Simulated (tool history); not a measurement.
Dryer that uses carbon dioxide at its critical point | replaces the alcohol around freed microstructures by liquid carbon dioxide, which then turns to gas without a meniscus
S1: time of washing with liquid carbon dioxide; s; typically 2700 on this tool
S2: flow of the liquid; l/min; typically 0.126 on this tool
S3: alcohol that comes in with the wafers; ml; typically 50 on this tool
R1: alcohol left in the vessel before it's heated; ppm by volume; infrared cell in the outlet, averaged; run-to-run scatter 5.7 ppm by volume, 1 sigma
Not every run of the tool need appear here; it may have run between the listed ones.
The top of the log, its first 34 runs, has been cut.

run	hour	S1	S2	S3	R1
35	230.5	2700	0.203	50	31
36	238.2	2880	0.190	50	36
37	245.6	2700	0.126	101	468
38	249.3	2700	0.100	28	425
39	255.9	2700	0.100	28	422
40	259.9	1860	0.100	93	5072
41	264.2	1860	0.100	93	4987
42	271.7	1740	0.187	52	290
43	278.8	3960	0.112	30	55
44	287.1	3960	0.112	30	53
45	294.4	3960	0.112	30	66
46	300.0	2700	0.102	86	1186

Branching from run 46: 5 alternative next runs. What would each branch give?
A	305.2	1620	0.131	21	?
B	305.2	3060	0.126	50	?
C	305.2	1920	0.108	119	?
D	305.2	1800	0.142	83	?
E	305.2	2700	0.190	50	?

run	R1
A	770
B	147
C	4613
D	1501
E	36
Take away the tool's hidden state, keep each run's random variation, and the runs would have read:
run	R1
A	636
B	93
C	3915
D	1212
E	9
